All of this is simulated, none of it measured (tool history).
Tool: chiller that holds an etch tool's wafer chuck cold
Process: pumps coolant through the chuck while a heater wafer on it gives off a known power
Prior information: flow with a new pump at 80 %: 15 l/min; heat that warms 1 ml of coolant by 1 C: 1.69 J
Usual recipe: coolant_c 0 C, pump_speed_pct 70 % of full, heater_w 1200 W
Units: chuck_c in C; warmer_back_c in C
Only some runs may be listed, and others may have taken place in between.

| run | day | coolant_c | pump_speed_pct | heater_w | chuck_c | warmer_back_c |
|---|---|---|---|---|---|---|
| 1 | 0.000 | 0 | 70 | 1200 | 17.2 | 3.35 |
| 2 | 1.788 | 6 | 70 | 1200 | 23.0 | 3.35 |
| 3 | 3.596 | 0 | 70 | 1200 | 17.1 | 3.36 |
|  | 3.992 | coolant pump overhauled |
| 4 | 6.429 | 0 | 70 | 1200 | 17.2 | 3.41 |
| 5 | 8.429 | 0 | 70 | 1200 | 17.1 | 3.40 |
| 6 | 10.792 | 0 | 70 | 1200 | 17.4 | 3.39 |
| 7 | 12.142 | 0 | 70 | 1200 | 17.3 | 3.40 |
| 8 | 14.562 | 0 | 70 | 1200 | 17.5 | 3.42 |
| 9 | 17.267 | 6 | 92 | 1313 | 21.1 | 2.75 |

The next listed run, before its measurement:
|  | 18.100 | coolant pump overhauled, once more |
| 10 | 19.138 | 6 | 92 | 1313 | ? | ? |

Logged for run 10: chuck_c 20.6 C, warmer_back_c 2.63 C.
Minus the tool's unlogged condition, the same run would have read chuck_c 18.9 C, warmer_back_c 2.65 C.
